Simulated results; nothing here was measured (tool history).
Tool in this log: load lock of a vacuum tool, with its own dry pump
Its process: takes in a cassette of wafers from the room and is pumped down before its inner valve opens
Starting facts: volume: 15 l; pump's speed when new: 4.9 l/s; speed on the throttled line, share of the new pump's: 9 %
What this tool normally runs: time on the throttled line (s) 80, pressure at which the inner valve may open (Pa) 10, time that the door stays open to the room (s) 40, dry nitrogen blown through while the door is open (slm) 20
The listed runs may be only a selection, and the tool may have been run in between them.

| run | hour | time on the throttled line (s) | pressure at which the inner valve may open (Pa) | time that the door stays open to the room (s) | dry nitrogen blown through while the door is open (slm) | incoming humidity of the room's air, % | time from the closed door until the inner valve may open (s) | rise of the pressure with all valves shut (Pa/min) |
|---|---|---|---|---|---|---|---|---|
| 1 | 0 | 80 | 10 | 40 | 20 | 46.1 | 103.3 | 0.659 |
|  | 90.4 | door's seal changed, seat wiped |
| 2 | 157.5 | 80 | 10 | 40 | 20 | 45 | 102.9 | 0.055 |
| 3 | 426.4 | 80 | 10 | 69 | 20 | 46.3 | 103.1 | 0.075 |
| 4 | 668.8 | 80 | 10 | 69 | 20 | 47.4 | 103.2 | 0.091 |
| 5 | 821 | 80 | 10 | 69 | 20 | 44.8 | 103 | 0.097 |
| 6 | 959.9 | 80 | 10 | 69 | 20 | 45.3 | 103.5 | 0.106 |
| 7 | 1220.9 | 80 | 10 | 69 | 20 | 43.1 | 103.4 | 0.114 |
| 8 | 1353.4 | 80 | 10 | 69 | 20 | 43.2 | 103.4 | 0.117 |
| 9 | 1607.7 | 80 | 10 | 69 | 20 | 45.7 | 103.4 | 0.139 |
| 10 | 1759.6 | 80 | 10 | 40 | 18 | 48.7 | 103.7 | 0.139 |
| 11 | 1950.2 | 80 | 10 | 40 | 18 | 45.8 | 103.5 | 0.151 |
| 12 | 2175.1 | 80 | 10 | 40 | 18 | 45.4 | 103.2 | 0.173 |
| 13 | 2377.4 | 80 | 10 | 40 | 20 | 46.6 | 103.7 | 0.189 |
| 14 | 2604.5 | 80 | 10 | 40 | 20 | 43.6 | 103.4 | 0.212 |
| 15 | 2798.1 | 80 | 10 | 40 | 20 | 44 | 103.6 | 0.229 |
| 16 | 3051.3 | 80 | 10 | 40 | 20 | 44.6 | 103.8 | 0.256 |
| 17 | 3223.9 | 101 | 10 | 40 | 20 | 44.6 | 122.5 | 0.28 |
| 18 | 3461.7 | 101 | 10 | 40 | 20 | 46.4 | 122.6 | 0.305 |
| 19 | 3594.5 | 101 | 10 | 40 | 20 | 45.1 | 122.7 | 0.33 |
| 20 | 3809.2 | 101 | 10 | 40 | 20 | 44 | 122.7 | 0.359 |
| 21 | 4044.4 | 80 | 20 | 40 | 20 | 48.9 | 101.1 | 0.396 |
| 22 | 4214.9 | 59 | 7 | 203 | 8 | 42.8 | 86.1 | 0.482 |
| 23 | 4505.2 | 59 | 7 | 203 | 8 | 47 | 86.5 | 0.524 |
| 24 | 4751.6 | 59 | 7 | 203 | 8 | 44.7 | 86.2 | 0.551 |
| 25 | 4995.8 | 59 | 7 | 203 | 8 | 46.6 | 86.3 | 0.586 |
| 26 | 5219.4 | 80 | 11 | 40 | 34 | 43.1 | 103.5 | 0.571 |
| 27 | 5340.4 | 80 | 11 | 40 | 20 | 44.6 | 103.8 | 0.595 |
|  | 5448.1 | door's seal changed, seat wiped |
| 28 | 5625.3 | 80 | 11 | 40 | 20 | 47.5 | 103.7 | 0.058 |
| 29 | 5800.6 | 153 | 10 | 40 | 20 | 41.4 | 170.2 | 0.058 |
| 30 | 6031.7 | 80 | 10 | 40 | 23 | 43.1 | 104.3 | 0.066 |
| 31 | 6260.3 | 104 | 16 | 183 | 25 | 45.5 | 124.1 | 0.113 |
| 32 | 6397.6 | 104 | 16 | 183 | 25 | 44.5 | 124.1 | 0.12 |
| 33 | 6584.6 | 67 | 13 | 183 | 39 | 43.4 | 91.6 | 0.114 |
| 34 | 6821.3 | 80 | 11 | 144 | 20 | 45 | 103.7 | 0.146 |
| 35 | 6968.3 | 116 | 18 | 27 | 33 | 45.8 | 134.4 | 0.119 |
| 36 | 7121.1 | 116 | 18 | 27 | 33 | 45.2 | 135 | 0.133 |
| 37 | 7356.5 | 103 | 16 | 60 | 26 | 44.8 | 123.4 | 0.157 |
| 38 | 7618.9 | 82 | 10 | 161 | 20 | 42.4 | 106.3 | 0.207 |

Below are 3 alternative next runs, each starting from the tool's condition after run 38. Predict each:
|  | 7750.4 | dry pump taken out, an overhauled one fitted |
| A | 7797.4 | 80 | 10 | 40 | 12 | 41 | ? | ? |
|  | 7750.4 | dry pump taken out, an overhauled one fitted |
| B | 7797.4 | 55 | 9 | 161 | 20 | 44.3 | ? | ? |
|  | 7750.4 | dry pump taken out, an overhauled one fitted |
| C | 7797.4 | 68 | 10 | 161 | 20 | 46.6 | ? | ? |

| run | time from the closed door until the inner valve may open (s) | rise of the pressure with all valves shut (Pa/min) |
|---|---|---|
| A | 101.1 | 0.197 |
| B | 78.7 | 0.219 |
| C | 90.6 | 0.231 |
Stripped of hidden state, with their random variation kept, the same runs would have yielded:
| run | time from the closed door until the inner valve may open (s) | rise of the pressure with all valves shut (Pa/min) |
|---|---|---|
| A | 101.1 | 0.052 |
| B | 78.7 | 0.076 |
| C | 90.6 | 0.086 |

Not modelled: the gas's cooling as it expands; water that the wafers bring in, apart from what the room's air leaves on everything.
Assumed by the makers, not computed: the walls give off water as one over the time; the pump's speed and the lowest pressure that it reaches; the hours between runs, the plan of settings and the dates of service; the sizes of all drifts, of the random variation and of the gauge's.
